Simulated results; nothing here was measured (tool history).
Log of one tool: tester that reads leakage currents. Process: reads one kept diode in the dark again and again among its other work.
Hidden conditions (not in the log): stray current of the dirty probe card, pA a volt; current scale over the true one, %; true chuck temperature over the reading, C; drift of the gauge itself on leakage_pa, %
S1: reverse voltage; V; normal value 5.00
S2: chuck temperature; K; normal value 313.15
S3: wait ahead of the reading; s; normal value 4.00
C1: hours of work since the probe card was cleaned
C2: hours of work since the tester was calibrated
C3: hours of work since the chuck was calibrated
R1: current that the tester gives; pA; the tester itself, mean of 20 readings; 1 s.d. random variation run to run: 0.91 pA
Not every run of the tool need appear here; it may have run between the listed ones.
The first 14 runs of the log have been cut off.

run	hour	S1	S2	S3	C1	C2	C3	R1
15	627.6	5.00	313.15	4.00	493	1010	574	302.04
16	680.5	5.00	313.15	4.00	522	1039	604	303.52
17	745.0	5.00	313.15	4.00	558	1074	639	300.83
18	802.9	5.00	313.15	4.00	590	1106	671	300.42
19	851.0	6.81	302.15	4.00	616	1132	697	135.23
20	909.3	13.87	299.15	3.07	648	1164	729	143.34
21	945.5	9.65	298.15	1.63	668	1184	749	111.65
22	1004.4	9.65	298.15	1.63	700	1217	781	111.66
23	1041.2	9.65	298.15	1.63	720	1237	802	110.85
24	1104.2	4.39	322.15	1.93	755	1271	836	589.11
25	1132.4	8.76	313.15	0.89	771	1287	852	390.70
26	1177.4	8.76	313.15	0.89	795	1312	876	390.98
27	1240.3	5.57	332.15	4.00	830	1346	911	1395.69
28	1304.0	5.57	332.15	4.00	865	1381	946	1398.29
29	1346.9	1.41	317.15	3.81	888	1405	970	236.23
30	1387.5	8.05	324.15	0.53	911	1427	992	905.50
31	1452.9	8.05	324.15	0.53	947	1463	1028	908.00
32	1512.1	6.26	302.15	0.39	979	1495	1060	133.15
33	1572.5	5.00	313.15	0.81	1012	1529	1093	304.03
34	1604.7	3.43	324.15	0.90	1030	1546	1111	614.28
35	1652.7	5.00	303.15	0.34	1056	1573	1137	130.66
36	1709.6	5.00	303.15	0.34	1088	1604	1169	131.36

Consider 4 possible next runs. They are alternatives, not a sequence: every one starts from the tool as it was left by run 36. What does each give?
A	1759.6	1.37	297.15	3.15	1115	1631	1196	?
B	1759.6	9.67	309.15	4.00	1115	1631	1196	?
C	1759.6	5.00	307.15	0.65	1115	1631	1196	?
D	1759.6	14.24	303.15	0.34	1115	1631	1196	?

run	R1
A	41.53
B	290.11
C	183.45
D	215.03
Take away the tool's hidden state, keep each run's random variation, and the runs would have read:
run	R1
A	41.55
B	290.20
C	183.53
D	214.96
